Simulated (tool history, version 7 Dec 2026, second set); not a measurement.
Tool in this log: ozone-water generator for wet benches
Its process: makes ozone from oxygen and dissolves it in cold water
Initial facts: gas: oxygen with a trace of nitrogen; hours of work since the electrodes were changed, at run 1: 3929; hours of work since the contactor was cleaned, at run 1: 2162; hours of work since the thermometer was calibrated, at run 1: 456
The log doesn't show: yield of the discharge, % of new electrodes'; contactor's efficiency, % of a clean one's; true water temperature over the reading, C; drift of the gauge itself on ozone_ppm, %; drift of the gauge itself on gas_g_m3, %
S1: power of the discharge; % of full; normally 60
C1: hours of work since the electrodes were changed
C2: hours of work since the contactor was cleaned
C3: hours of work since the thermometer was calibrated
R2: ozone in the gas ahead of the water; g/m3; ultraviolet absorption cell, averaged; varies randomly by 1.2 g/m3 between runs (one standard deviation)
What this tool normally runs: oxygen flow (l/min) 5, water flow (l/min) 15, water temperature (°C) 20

Run 1, hour 0: usual settings; C1 3929; C2 2162; C3 456. Result: dissolved ozone (ppm) 21, R2 204.1 g/m3.
Run 2, hour 137.3: usual settings; C1 4033; C2 2265; C3 560. Result: dissolved ozone (ppm) 20.5, R2 202.4 g/m3.
Run 3, hour 228.1: usual settings but S1 75 % of full; C1 4101; C2 2334; C3 628. Result: dissolved ozone (ppm) 23.9, R2 233.5 g/m3.
Run 4, hour 373.9: usual settings but S1 75 % of full, oxygen flow (l/min) 5.82; C1 4211; C2 2444; C3 738. Result: dissolved ozone (ppm) 23.4, R2 212.1 g/m3.
Run 5, hour 470.4: usual settings but water flow (l/min) 11; C1 4284; C2 2517; C3 811. Result: dissolved ozone (ppm) 25.4, R2 200.5 g/m3.
Run 6, hour 630.9: usual settings but water flow (l/min) 11, water temperature (°C) 13; C1 4405; C2 2638; C3 932. Result: dissolved ozone (ppm) 29.1, R2 200.2 g/m3.
Run 7, hour 719.6: usual settings but water flow (l/min) 13; C1 4472; C2 2705; C3 999. Result: dissolved ozone (ppm) 22.7, R2 198.2 g/m3.
Run 8, hour 827.1: usual settings but water flow (l/min) 13; C1 4553; C2 2786; C3 1080. Result: dissolved ozone (ppm) 22.5, R2 199.2 g/m3.
Run 9, hour 952.7: usual settings but water flow (l/min) 13; C1 4648; C2 2881; C3 1175. Result: dissolved ozone (ppm) 22.8, R2 197.8 g/m3.
Run 10, hour 1069.3: usual settings but S1 90 % of full; C1 4736; C2 2969; C3 1263. Result: dissolved ozone (ppm) 25.8, R2 256.1 g/m3.
Run 11, hour 1245.7: usual settings but S1 90 % of full; C1 4869; C2 3102; C3 1396. Result: dissolved ozone (ppm) 26.1, R2 255.5 g/m3.
Run 12, hour 1380.8: usual settings but S1 90 % of full; C1 4971; C2 3204; C3 1498. Result: dissolved ozone (ppm) 26.4, R2 253.2 g/m3.
Run 13, hour 1555: usual settings but S1 90 % of full; C1 5102; C2 3335; C3 1629. Result: dissolved ozone (ppm) 25.8, R2 252 g/m3.
Run 14, hour 1647.1: usual settings but S1 90 % of full; C1 5172; C2 3405; C3 1699. Result: dissolved ozone (ppm) 25.6, R2 251.6 g/m3.
Run 15, hour 1748: usual settings but S1 94 % of full; C1 5248; C2 3481; C3 1775. Result: dissolved ozone (ppm) 26.2, R2 258.8 g/m3.
Run 16, hour 1918: usual settings but S1 94 % of full; C1 5376; C2 3609; C3 1903. Result: dissolved ozone (ppm) 26.4, R2 258.4 g/m3.
Run 17, hour 2090: usual settings but S1 94 % of full; C1 5506; C2 3739; C3 2033. Result: dissolved ozone (ppm) 25.9, R2 257.6 g/m3.
Run 18, hour 2214: usual settings but S1 94 % of full; C1 5600; C2 3833; C3 2127. Result: dissolved ozone (ppm) 25.8, R2 256.9 g/m3.
Run 19, hour 2353.3: usual settings but S1 94 % of full; C1 5705; C2 3938; C3 2232. Result: dissolved ozone (ppm) 25.9, R2 254.3 g/m3.
Run 20, hour 2430.2: usual settings but S1 98 % of full; C1 5763; C2 3996; C3 2290. Result: dissolved ozone (ppm) 26.5, R2 262.9 g/m3.
Run 21, hour 2513.9: usual settings but oxygen flow (l/min) 4.42, water flow (l/min) 19, water temperature (°C) 12; C1 5826; C2 4059; C3 2353. Result: dissolved ozone (ppm) 18.2, R2 206.2 g/m3.
Run 22, hour 2656: usual settings but S1 54 % of full, oxygen flow (l/min) 4.42, water flow (l/min) 13, water temperature (°C) 23; C1 5933; C2 4166; C3 2460. Result: dissolved ozone (ppm) 19.4, R2 193.5 g/m3.
Run 23, hour 2736.4: usual settings but S1 57 % of full, oxygen flow (l/min) 6.89, water flow (l/min) 11, water temperature (°C) 19; C1 5994; C2 4227; C3 2521. Result: dissolved ozone (ppm) 21.9, R2 153.1 g/m3.
Run 24, hour 2902.5: usual settings but oxygen flow (l/min) 3.05, water flow (l/min) 24; C1 6119; C2 4352; C3 2646. Result: dissolved ozone (ppm) 12.7, R2 256.9 g/m3.
Run 25, hour 2997.8: usual settings but S1 45 % of full; C1 6191; C2 4424; C3 2718. Result: dissolved ozone (ppm) 15.7, R2 159.7 g/m3.
Run 26, hour 3132.1: usual settings but S1 45 % of full; C1 6293; C2 4525; C3 2820. Result: dissolved ozone (ppm) 15.8, R2 160.6 g/m3.
At hour 3214.3: water thermometer calibrated.
Run 27, hour 3273.6: usual settings but S1 45 % of full; C1 6399; C2 4632; C3 45. Result: dissolved ozone (ppm) 15.9, R2 160.6 g/m3.
Run 28, hour 3371.5: usual settings but S1 85 % of full, water flow (l/min) 20; C1 6473; C2 4706; C3 119. Result: dissolved ozone (ppm) 18.5, R2 235.5 g/m3.
Run 29, hour 3460.3: usual settings but S1 85 % of full, water flow (l/min) 14; C1 6540; C2 4773; C3 186. Result: dissolved ozone (ppm) 24.2, R2 230.4 g/m3.
Run 30, hour 3534.7: usual settings but S1 85 % of full, water flow (l/min) 14; C1 6596; C2 4829; C3 242. Result: dissolved ozone (ppm) 23.9, R2 233.5 g/m3.
Run 31, hour 3641.4: usual settings but oxygen flow (l/min) 5.16, water flow (l/min) 11; C1 6677; C2 4909; C3 322. Result: dissolved ozone (ppm) 23, R2 184.5 g/m3.
Run 32, hour 3738: usual settings but S1 97 % of full, oxygen flow (l/min) 5.16, water flow (l/min) 16, water temperature (°C) 18; C1 6750; C2 4982; C3 395. Result: dissolved ozone (ppm) 24.5, R2 246.9 g/m3.

Forecast each of these 3 alternatives for the next run:
Run A, hour 3859.3: usual settings but oxygen flow (l/min) 8.18; C1 6841; C2 5074; C3 487. Result: dissolved ozone (ppm) ?, R2 ?.
Run B, hour 3859.3: usual settings but S1 41 % of full, oxygen flow (l/min) 5.16, water flow (l/min) 16, water temperature (°C) 18; C1 6841; C2 5074; C3 487. Result: dissolved ozone (ppm) ?, R2 ?.
Run C, hour 3859.3: usual settings but S1 84 % of full, oxygen flow (l/min) 2.88, water flow (l/min) 16, water temperature (°C) 18; C1 6841; C2 5074; C3 487. Result: dissolved ozone (ppm) ?, R2 ?.

run  dissolved ozone (ppm)     R2
  A                   17.3  138.4
  B                   14.7  145.4
  C                   22.7  318.4
Without the tool's unlogged condition, the same runs would have read:
run  dissolved ozone (ppm)     R2
  A                   21.6  163.3
  B                   17.6  163.7
  C                   29.7  391.1
